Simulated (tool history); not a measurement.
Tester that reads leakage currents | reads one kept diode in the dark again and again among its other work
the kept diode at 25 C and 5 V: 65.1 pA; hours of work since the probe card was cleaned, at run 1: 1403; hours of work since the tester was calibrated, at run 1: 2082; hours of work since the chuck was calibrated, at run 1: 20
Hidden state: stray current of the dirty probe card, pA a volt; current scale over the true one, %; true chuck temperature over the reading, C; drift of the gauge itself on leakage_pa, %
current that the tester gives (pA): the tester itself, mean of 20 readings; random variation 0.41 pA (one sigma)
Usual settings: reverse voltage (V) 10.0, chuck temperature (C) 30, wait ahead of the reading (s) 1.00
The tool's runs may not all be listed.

| run | hour | reverse voltage (V) | chuck temperature (C) | wait ahead of the reading (s) | hours of work since the probe card was cleaned | hours of work since the tester was calibrated | hours of work since the chuck was calibrated | current that the tester gives (pA) |
|---|---|---|---|---|---|---|---|---|
| 1 | 0.0 | 10.0 | 30 | 1.00 | 1403 | 2082 | 20 | 134.59 |
| 2 | 152.2 | 10.0 | 30 | 1.00 | 1465 | 2144 | 82 | 134.07 |
| 3 | 287.4 | 10.0 | 30 | 1.00 | 1521 | 2200 | 138 | 134.36 |
| 4 | 410.6 | 10.0 | 30 | 0.64 | 1571 | 2250 | 188 | 135.18 |
| 5 | 561.4 | 10.0 | 30 | 1.00 | 1633 | 2312 | 250 | 134.52 |
| 6 | 689.5 | 10.0 | 30 | 1.00 | 1685 | 2364 | 303 | 134.69 |
| 7 | 780.2 | 10.0 | 44 | 1.00 | 1722 | 2402 | 340 | 350.69 |
| 8 | 896.5 | 10.0 | 44 | 1.00 | 1770 | 2449 | 387 | 349.93 |
| 9 | 1022.1 | 10.0 | 44 | 1.00 | 1821 | 2501 | 439 | 351.95 |
| 10 | 1094.8 | 10.0 | 30 | 0.51 | 1851 | 2530 | 469 | 137.19 |
| 11 | 1214.3 | 7.8 | 30 | 1.00 | 1900 | 2579 | 517 | 118.45 |
| 12 | 1353.6 | 10.0 | 27 | 1.00 | 1957 | 2636 | 575 | 108.47 |
| 13 | 1439.3 | 10.0 | 30 | 1.00 | 1992 | 2672 | 610 | 134.44 |
| 14 | 1554.2 | 10.0 | 30 | 1.00 | 2039 | 2719 | 657 | 133.91 |
|  | 1587.6 | probe card cleaned and baked |
| 15 | 1718.8 | 10.0 | 30 | 1.00 | 54 | 2785 | 723 | 134.98 |
| 16 | 1839.0 | 10.0 | 38 | 1.00 | 103 | 2834 | 772 | 235.20 |
| 17 | 1958.8 | 10.0 | 38 | 1.00 | 152 | 2883 | 821 | 234.92 |
| 18 | 2038.5 | 10.0 | 38 | 1.00 | 185 | 2916 | 854 | 235.21 |
| 19 | 2109.1 | 2.0 | 33 | 1.44 | 214 | 2945 | 883 | 74.84 |
| 20 | 2259.6 | 2.0 | 33 | 1.44 | 275 | 3006 | 944 | 74.52 |
| 21 | 2428.0 | 2.0 | 33 | 1.44 | 344 | 3075 | 1013 | 75.42 |
| 22 | 2499.0 | 10.0 | 29 | 1.00 | 373 | 3104 | 1042 | 125.08 |
| 23 | 2660.4 | 2.3 | 25 | 1.85 | 439 | 3170 | 1109 | 45.07 |
| 24 | 2796.2 | 2.5 | 30 | 1.00 | 495 | 3226 | 1164 | 67.73 |
| 25 | 2885.9 | 2.5 | 30 | 1.00 | 532 | 3263 | 1201 | 67.54 |
| 26 | 3007.2 | 10.0 | 45 | 1.00 | 581 | 3313 | 1251 | 374.47 |
| 27 | 3170.6 | 3.3 | 43 | 8.11 | 648 | 3379 | 1317 | 190.14 |
|  | 3308.0 | chuck's temperature calibrated |
|  | 3331.4 | tester calibrated |
| 28 | 3335.9 | 3.3 | 43 | 2.74 | 714 | 2 | 11 | 190.44 |
| 29 | 3431.4 | 3.3 | 43 | 2.74 | 754 | 41 | 50 | 189.94 |
| 30 | 3576.5 | 3.3 | 43 | 2.74 | 813 | 100 | 109 | 189.37 |
| 31 | 3682.2 | 3.3 | 43 | 2.74 | 856 | 144 | 152 | 188.45 |
| 32 | 3841.5 | 1.8 | 52 | 1.00 | 921 | 209 | 218 | 253.95 |
| 33 | 3964.5 | 2.6 | 24 | 5.13 | 972 | 259 | 268 | 44.05 |
| 34 | 4056.9 | 11.3 | 29 | 1.06 | 1010 | 297 | 306 | 133.01 |
| 35 | 4218.1 | 18.8 | 29 | 0.84 | 1076 | 363 | 372 | 172.32 |
| 36 | 4380.1 | 18.8 | 29 | 0.84 | 1142 | 430 | 438 | 172.67 |

Forecast each of these 5 alternatives for the next run:
| A | 4459.0 | 1.5 | 34 | 8.43 | 1174 | 462 | 471 | ? |
| B | 4459.0 | 5.6 | 51 | 2.66 | 1174 | 462 | 471 | ? |
| C | 4459.0 | 10.0 | 40 | 0.87 | 1174 | 462 | 471 | ? |
| D | 4459.0 | 14.6 | 36 | 7.78 | 1174 | 462 | 471 | ? |
| E | 4459.0 | 5.1 | 34 | 9.59 | 1174 | 462 | 471 | ? |

| run | current that the tester gives (pA) |
|---|---|
| A | 69.88 |
| B | 412.35 |
| C | 269.73 |
| D | 243.88 |
| E | 126.03 |
Without the tool's hidden state the same runs would have given:
| run | current that the tester gives (pA) |
|---|---|
| A | 69.85 |
| B | 412.22 |
| C | 269.58 |
| D | 243.68 |
| E | 125.95 |

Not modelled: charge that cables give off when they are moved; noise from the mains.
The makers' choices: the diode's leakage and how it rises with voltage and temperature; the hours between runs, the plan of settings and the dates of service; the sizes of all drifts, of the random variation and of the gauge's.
